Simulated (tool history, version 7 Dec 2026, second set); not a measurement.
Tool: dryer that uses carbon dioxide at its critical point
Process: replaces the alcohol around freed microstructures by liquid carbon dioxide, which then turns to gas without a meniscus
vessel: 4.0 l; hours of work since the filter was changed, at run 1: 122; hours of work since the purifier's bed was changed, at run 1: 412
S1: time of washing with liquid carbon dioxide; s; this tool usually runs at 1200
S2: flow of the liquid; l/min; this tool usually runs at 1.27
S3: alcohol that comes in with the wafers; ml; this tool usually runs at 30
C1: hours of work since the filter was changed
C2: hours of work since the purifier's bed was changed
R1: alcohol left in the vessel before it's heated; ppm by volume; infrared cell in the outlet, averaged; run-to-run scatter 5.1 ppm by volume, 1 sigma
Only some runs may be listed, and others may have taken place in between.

| run | day | S1 | S2 | S3 | C1 | C2 | R1 |
|---|---|---|---|---|---|---|---|
| 1 | 0.000 | 1200 | 1.27 | 30 | 122 | 412 | 162 |
| 2 | 0.746 | 1200 | 1.27 | 30 | 131 | 421 | 165 |
| 3 | 1.750 | 1200 | 1.27 | 30 | 144 | 434 | 169 |
| 4 | 3.350 | 1200 | 1.27 | 30 | 163 | 453 | 168 |
| 5 | 4.496 | 1200 | 1.27 | 30 | 177 | 467 | 181 |
| 6 | 6.171 | 1200 | 1.27 | 51 | 197 | 487 | 267 |
| 7 | 6.967 | 1200 | 1.27 | 51 | 207 | 497 | 255 |
|  | 8.312 | inlet filter changed |
| 8 | 8.742 | 1200 | 1.27 | 93 | 5 | 518 | 289 |
| 9 | 10.092 | 1200 | 1.27 | 30 | 22 | 535 | 165 |
| 10 | 11.833 | 1200 | 1.72 | 30 | 43 | 556 | 112 |
| 11 | 12.729 | 1200 | 1.27 | 30 | 54 | 567 | 172 |
| 12 | 14.217 | 1200 | 1.27 | 30 | 72 | 585 | 180 |
| 13 | 15.688 | 1140 | 1.01 | 46 | 90 | 603 | 458 |
| 14 | 16.700 | 780 | 1.01 | 56 | 102 | 615 | 1397 |
| 15 | 17.517 | 780 | 1.01 | 56 | 112 | 625 | 1415 |
| 16 | 18.400 | 1740 | 1.20 | 80 | 123 | 636 | 162 |
| 17 | 19.142 | 1200 | 2.13 | 22 | 132 | 645 | 124 |
| 18 | 20.442 | 1200 | 2.13 | 22 | 148 | 661 | 123 |
| 19 | 21.867 | 1200 | 2.13 | 22 | 165 | 678 | 136 |
| 20 | 22.700 | 1200 | 2.13 | 22 | 175 | 688 | 129 |

What if the next run were any one of these 5? Each begins from the tool's condition after run 20:
| A | 23.625 | 1560 | 2.07 | 22 | 187 | 700 | ? |
| B | 23.625 | 1800 | 1.43 | 60 | 187 | 700 | ? |
| C | 23.625 | 1200 | 0.86 | 22 | 187 | 700 | ? |
| D | 23.625 | 1860 | 1.11 | 26 | 187 | 700 | ? |
| E | 23.625 | 1680 | 1.27 | 31 | 187 | 700 | ? |

| run | R1 |
|---|---|
| A | 130 |
| B | 135 |
| C | 393 |
| D | 148 |
| E | 148 |
What these runs would have given with no unlogged condition in the tool:
| run | R1 |
|---|---|
| A | 6 |
| B | 9 |
| C | 201 |
| D | 19 |
| E | 14 |
